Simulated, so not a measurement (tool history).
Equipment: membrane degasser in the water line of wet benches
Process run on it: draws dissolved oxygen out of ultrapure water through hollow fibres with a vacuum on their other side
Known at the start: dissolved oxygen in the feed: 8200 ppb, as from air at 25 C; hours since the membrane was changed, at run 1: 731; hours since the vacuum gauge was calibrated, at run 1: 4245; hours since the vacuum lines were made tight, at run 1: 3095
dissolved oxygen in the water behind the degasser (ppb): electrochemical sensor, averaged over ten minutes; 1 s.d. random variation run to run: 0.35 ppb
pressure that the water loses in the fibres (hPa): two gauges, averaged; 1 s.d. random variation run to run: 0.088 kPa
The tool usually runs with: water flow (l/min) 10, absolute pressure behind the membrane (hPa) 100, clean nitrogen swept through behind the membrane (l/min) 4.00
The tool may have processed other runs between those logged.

| run | hour | water flow (l/min) | absolute pressure behind the membrane (hPa) | clean nitrogen swept through behind the membrane (l/min) | hours since the membrane was changed | hours since the vacuum gauge was calibrated | hours since the vacuum lines were made tight | dissolved oxygen in the water behind the degasser (ppb) | pressure that the water loses in the fibres (hPa) |
|---|---|---|---|---|---|---|---|---|---|
| 1 | 0.0 | 10 | 100 | 4.00 | 731 | 4245 | 3095 | 44.9 | 252.8 |
| 2 | 29.7 | 10 | 100 | 4.00 | 760 | 4274 | 3124 | 44.7 | 251.8 |
| 3 | 60.4 | 10 | 185 | 4.00 | 791 | 4305 | 3155 | 97.3 | 251.8 |
| 4 | 96.3 | 10 | 185 | 4.00 | 827 | 4341 | 3191 | 96.3 | 252.7 |
| 5 | 121.9 | 10 | 100 | 4.00 | 852 | 4367 | 3217 | 44.2 | 254.3 |
| 6 | 146.4 | 10 | 70 | 7.90 | 877 | 4391 | 3241 | 14.5 | 250.8 |
| 7 | 190.2 | 10 | 150 | 11.93 | 921 | 4435 | 3285 | 27.7 | 252.9 |
| 8 | 216.1 | 10 | 188 | 2.70 | 947 | 4461 | 3311 | 143.9 | 251.6 |
| 9 | 242.5 | 10 | 242 | 4.00 | 973 | 4487 | 3337 | 132.0 | 252.8 |

What does the tool deliver on the next run?
| 10 | 263.5 | 7 | 204 | 8.24 | 994 | 4508 | 3358 | ? | ? |

Run 10 yielded dissolved oxygen in the water behind the degasser (ppb) 37.2, pressure that the water loses in the fibres (hPa) 175.7.
Without the tool's hidden state the same run would have given dissolved oxygen in the water behind the degasser (ppb) 37.1, pressure that the water loses in the fibres (hPa) 175.7.

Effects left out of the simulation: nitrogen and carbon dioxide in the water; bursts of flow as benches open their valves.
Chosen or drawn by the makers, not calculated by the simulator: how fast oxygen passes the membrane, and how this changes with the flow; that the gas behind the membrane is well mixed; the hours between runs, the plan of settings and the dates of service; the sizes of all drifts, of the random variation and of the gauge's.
